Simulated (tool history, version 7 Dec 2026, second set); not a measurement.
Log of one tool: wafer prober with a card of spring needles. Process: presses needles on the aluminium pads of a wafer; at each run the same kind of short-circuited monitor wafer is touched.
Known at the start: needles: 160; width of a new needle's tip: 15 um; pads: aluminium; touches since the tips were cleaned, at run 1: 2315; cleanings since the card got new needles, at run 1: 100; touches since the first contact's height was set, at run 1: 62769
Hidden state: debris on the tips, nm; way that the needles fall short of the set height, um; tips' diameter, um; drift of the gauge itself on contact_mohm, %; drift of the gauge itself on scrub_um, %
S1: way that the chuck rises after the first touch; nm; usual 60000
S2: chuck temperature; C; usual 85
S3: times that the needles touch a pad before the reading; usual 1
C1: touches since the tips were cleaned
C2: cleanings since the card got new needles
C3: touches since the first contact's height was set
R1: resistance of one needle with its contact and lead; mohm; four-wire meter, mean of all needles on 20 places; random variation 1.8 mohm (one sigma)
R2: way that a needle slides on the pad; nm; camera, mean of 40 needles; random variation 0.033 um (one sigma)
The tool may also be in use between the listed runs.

run 1 day=0.000 | S1=60000 S2=85 S3=1 | C1=2315 C2=100 C3=62769 | R1=321 R2=11950
-- day=0.121 tips cleaned on abrasive film
-- day=0.475 tips cleaned on abrasive film
run 2 day=0.717 | S1=60000 S2=34 S3=1 | C1=2489 C2=102 C3=70143 | R1=331 R2=11880
-- day=0.775 tips cleaned on abrasive film
-- day=1.117 tips cleaned on abrasive film
-- day=1.467 tips cleaned on abrasive film
run 3 day=1.504 | S1=60000 S2=34 S3=1 | C1=368 C2=105 C3=78211 | R1=218 R2=11850
-- day=1.779 tips cleaned on abrasive film
run 4 day=2.029 | S1=60000 S2=34 S3=1 | C1=2596 C2=106 C3=83666 | R1=332 R2=11860
-- day=2.100 tips cleaned on abrasive film
-- day=2.429 tips cleaned on abrasive film
-- day=2.762 tips cleaned on abrasive film
run 5 day=2.854 | S1=60000 S2=34 S3=1 | C1=939 C2=109 C3=92126 | R1=273 R2=11830
-- day=3.071 tips cleaned on abrasive film
-- day=3.367 tips cleaned on abrasive film
-- day=3.675 tips cleaned on abrasive film
run 6 day=3.767 | S1=60000 S2=34 S3=1 | C1=923 C2=112 C3=101486 | R1=252 R2=11740
-- day=4.012 tips cleaned on abrasive film
-- day=4.358 tips cleaned on abrasive film
run 7 day=4.475 | S1=60000 S2=34 S3=1 | C1=1224 C2=114 C3=108800 | R1=286 R2=11720
-- day=4.675 tips cleaned on abrasive film
run 8 day=4.892 | S1=60000 S2=85 S3=1 | C1=2241 C2=115 C3=113099 | R1=326 R2=11720
-- day=4.967 tips cleaned on abrasive film
-- day=5.254 tips cleaned on abrasive film
-- day=5.562 tips cleaned on abrasive film
run 9 day=5.654 | S1=60000 S2=85 S3=1 | C1=952 C2=118 C3=120909 | R1=271 R2=11660
-- day=5.900 tips cleaned on abrasive film
run 10 day=6.038 | S1=60000 S2=85 S3=1 | C1=1447 C2=119 C3=124890 | R1=292 R2=11690
-- day=6.225 tips cleaned on abrasive film
-- day=6.521 tips cleaned on abrasive film
run 11 day=6.542 | S1=60000 S2=85 S3=1 | C1=203 C2=121 C3=130044 | R1=223 R2=11670
-- day=6.721 height of the first contact set anew
-- day=6.850 tips cleaned on abrasive film
run 12 day=6.946 | S1=60000 S2=82 S3=1 | C1=1024 C2=122 C3=2321 | R1=261 R2=12120
-- day=7.167 tips cleaned on abrasive film
-- day=7.517 tips cleaned on abrasive film
run 13 day=7.650 | S1=60000 S2=82 S3=1 | C1=1380 C2=124 C3=9565 | R1=285 R2=12070
-- day=7.804 tips cleaned on abrasive film
-- day=8.142 tips cleaned on abrasive film
run 14 day=8.367 | S1=60000 S2=85 S3=3 | C1=2348 C2=126 C3=16952 | R1=244 R2=12160
-- day=8.442 tips cleaned on abrasive film
-- day=8.767 tips cleaned on abrasive film
-- day=9.071 tips cleaned on abrasive film
run 15 day=9.238 | S1=60000 S2=85 S3=3 | C1=1754 C2=129 C3=25896 | R1=229 R2=12050
-- day=9.392 tips cleaned on abrasive film
-- day=9.688 tips cleaned on abrasive film
-- day=10.004 tips cleaned on abrasive film
run 16 day=10.062 | S1=43000 S2=36 S3=3 | C1=584 C2=132 C3=34347 | R1=226 R2=8560
-- day=10.321 tips cleaned on abrasive film
run 17 day=10.479 | S1=41000 S2=36 S3=3 | C1=1654 C2=133 C3=38671 | R1=277 R2=8160
-- day=10.662 tips cleaned on abrasive film
run 18 day=10.921 | S1=73000 S2=49 S3=2 | C1=2711 C2=134 C3=43243 | R1=249 R2=14620
-- day=10.983 tips cleaned on abrasive film
-- day=11.296 tips cleaned on abrasive film
-- day=11.633 tips cleaned on abrasive film
run 19 day=11.725 | S1=60000 S2=98 S3=1 | C1=961 C2=137 C3=51468 | R1=266 R2=11990
-- day=11.938 tips cleaned on abrasive film
run 20 day=12.204 | S1=60000 S2=98 S3=1 | C1=2795 C2=138 C3=56438 | R1=337 R2=12000
-- day=12.262 tips cleaned on abrasive film
-- day=12.571 tips cleaned on abrasive film
run 21 day=12.825 | S1=65000 S2=98 S3=3 | C1=2623 C2=140 C3=62796 | R1=242 R2=12870
-- day=12.888 tips cleaned on abrasive film
-- day=13.204 tips cleaned on abrasive film
-- day=13.542 tips cleaned on abrasive film
run 22 day=13.733 | S1=65000 S2=98 S3=3 | C1=1983 C2=143 C3=72140 | R1=240 R2=12980
-- day=13.838 tips cleaned on abrasive film
-- day=14.129 tips cleaned on abrasive film
-- day=14.458 tips cleaned on abrasive film
run 23 day=14.471 | S1=65000 S2=98 S3=3 | C1=102 C2=146 C3=79684 | R1=204 R2=12850
-- day=14.783 tips cleaned on abrasive film
-- day=15.117 tips cleaned on abrasive film
run 24 day=15.125 | S1=65000 S2=98 S3=3 | C1=123 C2=148 C3=86457 | R1=206 R2=12810
-- day=15.446 tips cleaned on abrasive film
run 25 day=15.525 | S1=45000 S2=37 S3=2 | C1=818 C2=149 C3=90554 | R1=262 R2=8820
-- day=15.800 tips cleaned on abrasive film
-- day=16.129 tips cleaned on abrasive film
run 26 day=16.325 | S1=59000 S2=77 S3=1 | C1=2051 C2=151 C3=98820 | R1=336 R2=11580
-- day=16.446 tips cleaned on abrasive film
-- day=16.758 tips cleaned on abrasive film
run 27 day=16.804 | S1=60000 S2=69 S3=1 | C1=490 C2=153 C3=103735 | R1=240 R2=11780
-- day=17.071 tips cleaned on abrasive film
-- day=17.412 tips cleaned on abrasive film
run 28 day=17.692 | S1=60000 S2=116 S3=3 | C1=2923 C2=155 C3=112889 | R1=262 R2=11740
-- day=17.767 tips cleaned on abrasive film
-- day=18.075 tips cleaned on abrasive film
-- day=18.392 tips cleaned on abrasive film
run 29 day=18.554 | S1=60000 S2=116 S3=3 | C1=1693 C2=158 C3=121722 | R1=247 R2=11710

How the hidden state differs across the entries between the runs, from the last listed run before each to the first after it:
Between runs 1 and 2: tips cleaned on abrasive film (day 0.121); tips cleaned on abrasive film (day 0.475)
  debris on the tips, nm: 106.5 -> 110.2; way that the needles fall short of the set height, um: 1.18 -> 1.31; tips' diameter, um: 17.21 -> 17.26
  measured less the result without the state, R1: +132 -> +149 mohm; R2: -240 -> -270 nm
Between runs 2 and 3: tips cleaned on abrasive film (day 0.775); tips cleaned on abrasive film (day 1.117); tips cleaned on abrasive film (day 1.467)
  debris on the tips, nm: 110.2 -> 26.5; way that the needles fall short of the set height, um: 1.31 -> 1.46; tips' diameter, um: 17.26 -> 17.31
  measured less the result without the state, R1: +149 -> +38 mohm; R2: -270 -> -290 nm
Between runs 3 and 4: tips cleaned on abrasive film (day 1.779)
  debris on the tips, nm: 26.5 -> 106.8; way that the needles fall short of the set height, um: 1.46 -> 1.51; tips' diameter, um: 17.31 -> 17.33
  measured less the result without the state, R1: +38 -> +148 mohm; R2: -290 -> -310 nm
Between runs 4 and 5: tips cleaned on abrasive film (day 2.100); tips cleaned on abrasive film (day 2.429); tips cleaned on abrasive film (day 2.762)
  debris on the tips, nm: 106.8 -> 64.1; way that the needles fall short of the set height, um: 1.51 -> 1.68; tips' diameter, um: 17.33 -> 17.39
  measured less the result without the state, R1: +148 -> +91 mohm; R2: -310 -> -340 nm
Between runs 5 and 6: tips cleaned on abrasive film (day 3.071); tips cleaned on abrasive film (day 3.367); tips cleaned on abrasive film (day 3.675)
  debris on the tips, nm: 64.1 -> 49.4; way that the needles fall short of the set height, um: 1.68 -> 1.87; tips' diameter, um: 17.39 -> 17.45
  measured less the result without the state, R1: +91 -> +71 mohm; R2: -340 -> -370 nm
Between runs 6 and 7: tips cleaned on abrasive film (day 4.012); tips cleaned on abrasive film (day 4.358)
  debris on the tips, nm: 49.4 -> 70.3; way that the needles fall short of the set height, um: 1.87 -> 2.02; tips' diameter, um: 17.45 -> 17.5
  measured less the result without the state, R1: +71 -> +102 mohm; R2: -370 -> -400 nm
Between runs 7 and 8: tips cleaned on abrasive film (day 4.675)
  debris on the tips, nm: 70.3 -> 101.6; way that the needles fall short of the set height, um: 2.02 -> 2.08; tips' diameter, um: 17.5 -> 17.53
  measured less the result without the state, R1: +102 -> +134 mohm; R2: -400 -> -420 nm
Between runs 8 and 9: tips cleaned on abrasive film (day 4.967); tips cleaned on abrasive film (day 5.254); tips cleaned on abrasive film (day 5.562)
  debris on the tips, nm: 101.6 -> 56.7; way that the needles fall short of the set height, um: 2.08 -> 2.29; tips' diameter, um: 17.53 -> 17.6
  measured less the result without the state, R1: +134 -> +78 mohm; R2: -420 -> -460 nm
Between runs 9 and 10: tips cleaned on abrasive film (day 5.900)
  debris on the tips, nm: 56.7 -> 75.4; way that the needles fall short of the set height, um: 2.29 -> 2.34; tips' diameter, um: 17.6 -> 17.62
  measured less the result without the state, R1: +78 -> +102 mohm; R2: -460 -> -480 nm
Between runs 10 and 11: tips cleaned on abrasive film (day 6.225); tips cleaned on abrasive film (day 6.521)
  debris on the tips, nm: 75.4 -> 20.9; way that the needles fall short of the set height, um: 2.34 -> 2.45; tips' diameter, um: 17.62 -> 17.66
  measured less the result without the state, R1: +102 -> +31 mohm; R2: -480 -> -490 nm
Between runs 11 and 12: height of the first contact set anew (day 6.721); tips cleaned on abrasive film (day 6.850)
  debris on the tips, nm: 20.9 -> 54.2; way that the needles fall short of the set height, um: 2.45 -> 0.06; tips' diameter, um: 17.66 -> 17.68
  measured less the result without the state, R1: +31 -> +70 mohm; R2: -490 -> -10 nm
Between runs 12 and 13: tips cleaned on abrasive film (day 7.167); tips cleaned on abrasive film (day 7.517)
  debris on the tips, nm: 54.2 -> 70.6; way that the needles fall short of the set height, um: 0.06 -> 0.19; tips' diameter, um: 17.68 -> 17.72
  measured less the result without the state, R1: +70 -> +91 mohm; R2: -10 -> -30 nm
Between runs 13 and 14: tips cleaned on abrasive film (day 7.804); tips cleaned on abrasive film (day 8.142)
  debris on the tips, nm: 70.6 -> 105.8; way that the needles fall short of the set height, um: 0.19 -> 0.34; tips' diameter, um: 17.72 -> 17.77
  measured less the result without the state, R1: +91 -> +50 mohm; R2: -30 -> -70 nm
Between runs 14 and 15: tips cleaned on abrasive film (day 8.442); tips cleaned on abrasive film (day 8.767); tips cleaned on abrasive film (day 9.071)
  debris on the tips, nm: 105.8 -> 75; way that the needles fall short of the set height, um: 0.34 -> 0.52; tips' diameter, um: 17.77 -> 17.84
  measured less the result without the state, R1: +50 -> +37 mohm; R2: -70 -> -100 nm
Between runs 15 and 16: tips cleaned on abrasive film (day 9.392); tips cleaned on abrasive film (day 9.688); tips cleaned on abrasive film (day 10.004)
  debris on the tips, nm: 75 -> 33.3; way that the needles fall short of the set height, um: 0.52 -> 0.71; tips' diameter, um: 17.84 -> 17.9
  measured less the result without the state, R1: +37 -> +35 mohm; R2: -100 -> -140 nm
Between runs 16 and 17: tips cleaned on abrasive film (day 10.321)
  debris on the tips, nm: 33.3 -> 84.1; way that the needles fall short of the set height, um: 0.71 -> 0.78; tips' diameter, um: 17.9 -> 17.93
  measured less the result without the state, R1: +35 -> +88 mohm; R2: -140 -> -160 nm
Between runs 17 and 18: tips cleaned on abrasive film (day 10.662)
  debris on the tips, nm: 84.1 -> 111.3; way that the needles fall short of the set height, um: 0.78 -> 0.82; tips' diameter, um: 17.93 -> 17.94
  measured less the result without the state, R1: +88 -> +68 mohm; R2: -160 -> -170 nm
Between runs 18 and 19: tips cleaned on abrasive film (day 10.983); tips cleaned on abrasive film (day 11.296); tips cleaned on abrasive film (day 11.633)
  debris on the tips, nm: 111.3 -> 54.2; way that the needles fall short of the set height, um: 0.82 -> 0.99; tips' diameter, um: 17.94 -> 18
  measured less the result without the state, R1: +68 -> +72 mohm; R2: -170 -> -200 nm
Between runs 19 and 20: tips cleaned on abrasive film (day 11.938)
  debris on the tips, nm: 54.2 -> 108.8; way that the needles fall short of the set height, um: 0.99 -> 1.04; tips' diameter, um: 18 -> 18.02
  measured less the result without the state, R1: +72 -> +143 mohm; R2: -200 -> -210 nm
Between runs 20 and 21: tips cleaned on abrasive film (day 12.262); tips cleaned on abrasive film (day 12.571)
  debris on the tips, nm: 108.8 -> 110.2; way that the needles fall short of the set height, um: 1.04 -> 1.16; tips' diameter, um: 18.02 -> 18.06
  measured less the result without the state, R1: +143 -> +48 mohm; R2: -210 -> -240 nm
Between runs 21 and 22: tips cleaned on abrasive film (day 12.888); tips cleaned on abrasive film (day 13.204); tips cleaned on abrasive film (day 13.542)
  debris on the tips, nm: 110.2 -> 100.1; way that the needles fall short of the set height, um: 1.16 -> 1.33; tips' diameter, um: 18.06 -> 18.12
  measured less the result without the state, R1: +48 -> +45 mohm; R2: -240 -> -270 nm
Between runs 22 and 23: tips cleaned on abrasive film (day 13.838); tips cleaned on abrasive film (day 14.129); tips cleaned on abrasive film (day 14.458)
  debris on the tips, nm: 100.1 -> 12.4; way that the needles fall short of the set height, um: 1.33 -> 1.48; tips' diameter, um: 18.12 -> 18.17
  measured less the result without the state, R1: +45 -> +8 mohm; R2: -270 -> -300 nm
Between runs 23 and 24: tips cleaned on abrasive film (day 14.783); tips cleaned on abrasive film (day 15.117)
  debris on the tips, nm: 12.4 -> 12.3; way that the needles fall short of the set height, um: 1.48 -> 1.58; tips' diameter, um: 18.17 -> 18.21
  measured less the result without the state, R1: +8 -> +9 mohm; R2: -300 -> -320 nm
Between runs 24 and 25: tips cleaned on abrasive film (day 15.446)
  debris on the tips, nm: 12.3 -> 49.8; way that the needles fall short of the set height, um: 1.58 -> 1.64; tips' diameter, um: 18.21 -> 18.23
  measured less the result without the state, R1: +9 -> +78 mohm; R2: -320 -> -330 nm
Between runs 25 and 26: tips cleaned on abrasive film (day 15.800); tips cleaned on abrasive film (day 16.129)
  debris on the tips, nm: 49.8 -> 95.1; way that the needles fall short of the set height, um: 1.64 -> 1.75; tips' diameter, um: 18.23 -> 18.27
  measured less the result without the state, R1: +78 -> +142 mohm; R2: -330 -> -350 nm
Between runs 26 and 27: tips cleaned on abrasive film (day 16.446); tips cleaned on abrasive film (day 16.758)
  debris on the tips, nm: 95.1 -> 35.3; way that the needles fall short of the set height, um: 1.75 -> 1.89; tips' diameter, um: 18.27 -> 18.32
  measured less the result without the state, R1: +142 -> +53 mohm; R2: -350 -> -390 nm
Between runs 27 and 28: tips cleaned on abrasive film (day 17.071); tips cleaned on abrasive film (day 17.412)
  debris on the tips, nm: 35.3 -> 122.8; way that the needles fall short of the set height, um: 1.89 -> 2.01; tips' diameter, um: 18.32 -> 18.36
  measured less the result without the state, R1: +53 -> +63 mohm; R2: -390 -> -410 nm
Between runs 28 and 29: tips cleaned on abrasive film (day 17.767); tips cleaned on abrasive film (day 18.075); tips cleaned on abrasive film (day 18.392)
  debris on the tips, nm: 122.8 -> 85.9; way that the needles fall short of the set height, um: 2.01 -> 2.18; tips' diameter, um: 18.36 -> 18.42
  measured less the result without the state, R1: +63 -> +47 mohm; R2: -410 -> -440 nm

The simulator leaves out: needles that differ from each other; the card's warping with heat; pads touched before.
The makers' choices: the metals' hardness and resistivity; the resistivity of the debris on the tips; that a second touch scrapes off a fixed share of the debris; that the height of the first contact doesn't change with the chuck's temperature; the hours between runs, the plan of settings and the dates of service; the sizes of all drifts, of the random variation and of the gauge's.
